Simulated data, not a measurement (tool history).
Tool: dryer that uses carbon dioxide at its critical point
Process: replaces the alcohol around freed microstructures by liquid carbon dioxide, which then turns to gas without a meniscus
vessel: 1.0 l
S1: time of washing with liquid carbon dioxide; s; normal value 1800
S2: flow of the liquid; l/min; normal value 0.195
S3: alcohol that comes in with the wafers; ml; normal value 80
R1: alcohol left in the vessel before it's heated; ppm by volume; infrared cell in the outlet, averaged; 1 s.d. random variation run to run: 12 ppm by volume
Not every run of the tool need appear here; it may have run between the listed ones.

{"run": 1, "day": 0.0, "S1": 1800, "S2": 0.195, "S3": 80, "R1": 724}
{"run": 2, "day": 1.175, "S1": 1800, "S2": 0.195, "S3": 80, "R1": 734}
{"run": 3, "day": 2.792, "S1": 1800, "S2": 0.195, "S3": 80, "R1": 792}
{"run": 4, "day": 4.129, "S1": 1800, "S2": 0.195, "S3": 80, "R1": 792}
{"run": 5, "day": 5.871, "S1": 1800, "S2": 0.195, "S3": 80, "R1": 861}
{"run": 6, "day": 7.312, "S1": 1800, "S2": 0.195, "S3": 32, "R1": 394}
{"run": 7, "day": 8.479, "S1": 1620, "S2": 0.274, "S3": 101, "R1": 381}
{"run": 8, "day": 9.396, "S1": 1560, "S2": 0.195, "S3": 45, "R1": 972}
{"run": 9, "day": 10.929, "S1": 2340, "S2": 0.216, "S3": 30, "R1": 117}
{"run": 10, "day": 12.225, "S1": 1800, "S2": 0.195, "S3": 23, "R1": 328}
{"run": 11, "day": 14.325, "S1": 1380, "S2": 0.195, "S3": 30, "R1": 1117}

Estimate the outcome of run 12 from the log above:
{"run": 12, "day": 15.704, "S1": 1380, "S2": 0.195, "S3": 30, "R1": "?"}

Logged for run 12: R1 1178 ppm by volume.
Minus the tool's unlogged condition, the same run would have read R1 796 ppm by volume.
